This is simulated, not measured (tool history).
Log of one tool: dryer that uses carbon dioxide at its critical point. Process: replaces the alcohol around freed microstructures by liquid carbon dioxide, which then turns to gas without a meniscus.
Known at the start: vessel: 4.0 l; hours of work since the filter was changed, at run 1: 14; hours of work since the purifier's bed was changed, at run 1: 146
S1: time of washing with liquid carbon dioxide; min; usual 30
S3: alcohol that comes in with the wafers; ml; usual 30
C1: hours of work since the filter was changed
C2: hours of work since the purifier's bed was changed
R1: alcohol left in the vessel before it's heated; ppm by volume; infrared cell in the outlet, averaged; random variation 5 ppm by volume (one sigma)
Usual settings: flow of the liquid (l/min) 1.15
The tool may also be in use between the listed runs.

Run 1, hour 0: usual settings; C1 14; C2 146. Result: R1 23 ppm by volume.
Run 2, hour 8.8: usual settings; C1 19; C2 150. Result: R1 18 ppm by volume.
Run 3, hour 18: usual settings; C1 24; C2 155. Result: R1 16 ppm by volume.
Run 4, hour 29.7: usual settings but flow of the liquid (l/min) 1.83; C1 30; C2 161. Result: R1 11 ppm by volume.
Run 5, hour 40.3: usual settings but flow of the liquid (l/min) 1.83; C1 35; C2 166. Result: R1 12 ppm by volume.
Run 6, hour 47.9: usual settings but flow of the liquid (l/min) 1.83; C1 39; C2 170. Result: R1 11 ppm by volume.
Run 7, hour 54: usual settings but flow of the liquid (l/min) 0.79; C1 42; C2 173. Result: R1 36 ppm by volume.
Run 8, hour 59.4: usual settings but flow of the liquid (l/min) 1.59; C1 45; C2 176. Result: R1 14 ppm by volume.
Run 9, hour 65.9: usual settings but flow of the liquid (l/min) 1.59; C1 48; C2 179. Result: R1 4 ppm by volume.
Run 10, hour 72: usual settings but S3 98 ml; C1 51; C2 183. Result: R1 24 ppm by volume.
Run 11, hour 78.6: usual settings but S3 62 ml; C1 55; C2 186. Result: R1 17 ppm by volume.
Run 12, hour 90: usual settings but S3 21 ml; C1 61; C2 192. Result: R1 25 ppm by volume.
Run 13, hour 100.7: usual settings but S1 20 min; C1 66; C2 197. Result: R1 47 ppm by volume.
Run 14, hour 107.4: usual settings but S1 36 min, flow of the liquid (l/min) 0.92; C1 70; C2 201. Result: R1 20 ppm by volume.
Run 15, hour 115.7: usual settings but S1 35 min, flow of the liquid (l/min) 0.88, S3 25 ml; C1 74; C2 205. Result: R1 21 ppm by volume.
Run 16, hour 121.4: usual settings but S1 35 min, flow of the liquid (l/min) 1.7, S3 109 ml; C1 77; C2 208. Result: R1 20 ppm by volume.
Run 17, hour 132.2: usual settings but S1 35 min, flow of the liquid (l/min) 1.7, S3 109 ml; C1 82; C2 213. Result: R1 14 ppm by volume.
Run 18, hour 143.7: usual settings but S1 21 min, flow of the liquid (l/min) 0.82, S3 42 ml; C1 88; C2 219. Result: R1 192 ppm by volume.
Run 19, hour 153.6: usual settings but S1 21 min, flow of the liquid (l/min) 0.82, S3 42 ml; C1 93; C2 224. Result: R1 199 ppm by volume.
Run 20, hour 161.4: usual settings but S1 21 min, flow of the liquid (l/min) 0.82, S3 42 ml; C1 97; C2 228. Result: R1 203 ppm by volume.
Run 21, hour 172.4: usual settings but S1 32 min, flow of the liquid (l/min) 0.81; C1 103; C2 234. Result: R1 33 ppm by volume.
Run 22, hour 184.5: usual settings but S1 41 min, flow of the liquid (l/min) 1.42, S3 101 ml; C1 109; C2 240. Result: R1 18 ppm by volume.
Run 23, hour 191.8: usual settings but S1 31 min, flow of the liquid (l/min) 1.04; C1 113; C2 244. Result: R1 23 ppm by volume.
Run 24, hour 197.4: usual settings but S1 31 min, flow of the liquid (l/min) 1.04; C1 116; C2 247. Result: R1 23 ppm by volume.
Run 25, hour 207.4: usual settings but S1 21 min, flow of the liquid (l/min) 0.73; C1 121; C2 252. Result: R1 232 ppm by volume.
Run 26, hour 215.1: usual settings but S1 42 min, flow of the liquid (l/min) 1.92, S3 96 ml; C1 125; C2 256. Result: R1 19 ppm by volume.

3 ways to go on from here, each from the tool as it stands after run 26. What would each give?
Run A, hour 225.4: usual settings but S1 42 min, flow of the liquid (l/min) 1.92, S3 65 ml; C1 130; C2 261. Result: R1 ?.
Run B, hour 225.4: usual settings but flow of the liquid (l/min) 1.31; C1 130; C2 261. Result: R1 ?.
Run C, hour 225.4: usual settings but S1 24 min, flow of the liquid (l/min) 1.92, S3 96 ml; C1 130; C2 261. Result: R1 ?.

run  R1
  A  22
  B  16
  C  23
Without the tool's hidden state the same runs would have given:
run  R1
  A   7
  B   1
  C   8

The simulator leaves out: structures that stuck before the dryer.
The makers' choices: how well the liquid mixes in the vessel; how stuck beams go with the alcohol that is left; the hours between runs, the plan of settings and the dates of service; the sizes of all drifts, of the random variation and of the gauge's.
